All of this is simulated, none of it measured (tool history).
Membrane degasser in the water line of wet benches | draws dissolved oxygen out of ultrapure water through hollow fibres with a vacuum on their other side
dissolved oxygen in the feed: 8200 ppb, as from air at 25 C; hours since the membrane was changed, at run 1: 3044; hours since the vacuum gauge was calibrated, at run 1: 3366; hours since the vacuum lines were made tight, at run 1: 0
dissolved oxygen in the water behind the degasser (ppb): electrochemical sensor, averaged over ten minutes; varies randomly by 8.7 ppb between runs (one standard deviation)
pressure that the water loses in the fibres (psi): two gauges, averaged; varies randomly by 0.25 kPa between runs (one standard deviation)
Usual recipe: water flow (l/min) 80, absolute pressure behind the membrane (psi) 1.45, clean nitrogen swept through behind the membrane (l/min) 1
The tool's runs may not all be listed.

run,hour,water flow (l/min),absolute pressure behind the membrane (psi),clean nitrogen swept through behind the membrane (l/min),hours since the membrane was changed,hours since the vacuum gauge was calibrated,hours since the vacuum lines were made tight,dissolved oxygen in the water behind the degasser (ppb),pressure that the water loses in the fibres (psi)
1,0,80,1.45,1,3044,3366,0,937.9,10.306
2,56.5,80,1.45,1,3100,3423,57,912,10.263
3,144.6,80,1.45,1,3188,3511,145,936.7,10.33
4,256.1,80,2.74,1,3300,3622,256,1797.4,10.285
5,355.5,80,1.45,1,3399,3722,355,936.9,10.301
6,440.1,80,1.45,1,3484,3806,440,930.7,10.28
7,557.8,80,1.45,1,3602,3924,558,937.4,10.296
8,674.2,80,1.45,1,3718,4041,674,934.7,10.383
9,771.8,80,1.45,1,3816,4138,772,918.4,10.319
10,875.1,80,0.88,1,3919,4241,875,491.2,10.29
11,941.8,80,0.88,1,3986,4308,942,484.6,10.393
12,1052.9,80,0.88,1,4097,4419,1053,477.2,10.331
13,1102.1,80,0.88,1,4146,4468,1102,475.5,10.327
14,1202,80,1.45,1,4246,4568,1202,935.8,10.377
15,1269.1,80,1.45,1,4313,4635,1269,950.9,10.383
16,1324.5,80,1.45,1,4368,4691,1325,940.6,10.359
17,1374.6,52,0.96,0.49,4418,4741,1375,602.4,6.804
18,1493.2,80,1,1,4537,4860,1493,582.3,10.457
# hour 1504.7: vacuum gauge calibrated
19,1601.1,70,1,0.45,4644,96,1601,856.1,9.123
20,1655.6,119,1.87,0.62,4699,151,1655,2069.5,15.564
21,1728.2,119,1.87,0.62,4771,223,1728,2031.3,15.513
22,1829,73,1.45,1,4872,324,1828,904,9.601
23,1937.4,58,2.97,2.74,4981,433,1937,808.1,7.564
24,2030.4,56,2.51,1,5074,526,2030,1360.1,7.336
# hour 2102.6: vacuum gauge calibrated, once more
25,2129.7,49,1.45,2.54,5172,27,2129,296.9,6.374
26,2192.2,49,1.45,2.54,5235,90,2191,295.7,6.441
27,2241.2,49,1.45,2.54,5284,139,2240,290.4,6.437
28,2329.5,62,1.73,0.62,5372,227,2328,1231.6,8.138
29,2377.9,95,1.45,1.2,5421,275,2377,889.5,12.553
30,2463.6,101,3.29,0.96,5506,361,2463,2521.4,13.287
31,2583.4,101,3.29,2,5626,481,2582,1636.3,13.309

Here are 4 independent what-if runs from the current tool condition. What would each one return?
A,2690.5,121,3.29,2,5733,588,2690,?,?
B,2690.5,91,0.9,1.69,5733,588,2690,?,?
C,2690.5,80,1.45,1.51,5733,588,2690,?,?
D,2690.5,121,1.45,0.73,5733,588,2690,?,?

run,dissolved oxygen in the water behind the degasser (ppb),pressure that the water loses in the fibres (psi)
A,1870.5,15.861
B,359.5,11.996
C,679.1,10.589
D,1365.5,15.94
With no hidden state in the tool, these same runs would have given:
run,dissolved oxygen in the water behind the degasser (ppb),pressure that the water loses in the fibres (psi)
A,1848.9,14.903
B,339.8,11.272
C,664.5,9.95
D,1339.6,14.978
